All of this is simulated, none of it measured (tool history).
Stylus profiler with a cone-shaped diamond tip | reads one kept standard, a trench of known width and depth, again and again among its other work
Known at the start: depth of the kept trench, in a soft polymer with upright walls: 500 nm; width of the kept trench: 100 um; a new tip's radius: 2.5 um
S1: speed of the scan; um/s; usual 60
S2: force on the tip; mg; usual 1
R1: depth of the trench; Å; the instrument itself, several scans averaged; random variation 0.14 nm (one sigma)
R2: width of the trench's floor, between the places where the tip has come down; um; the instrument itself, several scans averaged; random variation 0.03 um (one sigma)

run   hour   S1    S2      R1     R2
  1      0   60     1  5047.8   96.1
  2   11.5   60  2.98  5096.9  96.31
  3   26.1   60     1  5052.7  96.05
  4   44.7   60     1  5048.7  96.06
  5   62.6   60     1  5049.6  96.04
  6   71.3   60     1  5048.2     96
  7   82.1   60  0.51  5035.2  95.86
  8   98.3   60  0.51  5030.2  95.83
  9  118.2   83     1  5049.8  95.78
 10  132.4   83     1  5049.5  95.76
 11  150.8   83     1  5050.1  95.81
 12  165.9   70     1  5049.1  95.88
 13  176.5   60  0.39  5027.3  95.66
 14  185.2   60  0.39  5029.1  95.62
 15    200   60     1  5048.8  95.96
 16  219.4   60     1  5051.6  95.94
 17  233.5   60     1  5049.3  95.95
 18  251.7   60     1  5049.3  95.91
 19    260   85  0.78    5046  95.59
 20  273.6   91  0.71  5040.7  95.43
 21  290.8   94  0.89  5048.8  95.54
 22  307.1   66  1.19  5057.8  95.89
 23  316.7   65  1.75  5072.1  96.02
 24  325.5   23  1.71  5070.6  96.23
 25  339.7   29  0.36  5029.5  95.94
 26  350.1  200  0.63  5038.8  94.14
 27    363  200  0.63  5041.2  94.12
 28  380.8   19  1.05  5054.5  96.23
 29  391.2   19  1.05  5054.2  96.19
 30  400.2   19  1.05  5055.1  96.27
 31  417.6   19  1.05  5054.6  96.14

Measured less the same run without the tool's hidden state. The same run-to-run variation is in both; the gauge's scatter may not be:
The hidden state here: radius of the tip, um; height scale over the true one, %; drift of the gauge itself on depth_nm, %; drift of the gauge itself on floor_um, %.
run    R1     R2
  1  +4.3  -0.38
  2  +4.5  -0.38
  3  +4.6  -0.39
  4  +4.7  -0.41
  5  +4.8  -0.41
  6  +4.9  -0.42
  7    +5  -0.43
  8  +5.1  -0.44
  9  +5.3  -0.45
 10  +5.5  -0.46
 11  +5.6  -0.47
 12  +5.7  -0.48
 13  +5.8  -0.48
 14  +5.9  -0.49
 15    +6  -0.51
 16  +6.3  -0.51
 17  +6.3  -0.52
 18  +6.5  -0.53
 19  +6.5  -0.54
 20  +6.6  -0.54
 21  +6.8  -0.56
 22  +6.9  -0.56
 23  +7.1  -0.57
 24  +7.2  -0.58
 25  +7.2  -0.58
 26  +7.3  -0.59
 27  +7.5   -0.6
 28  +7.6  -0.61
 29  +7.7  -0.61
 30  +7.8  -0.62
 31  +7.9  -0.63
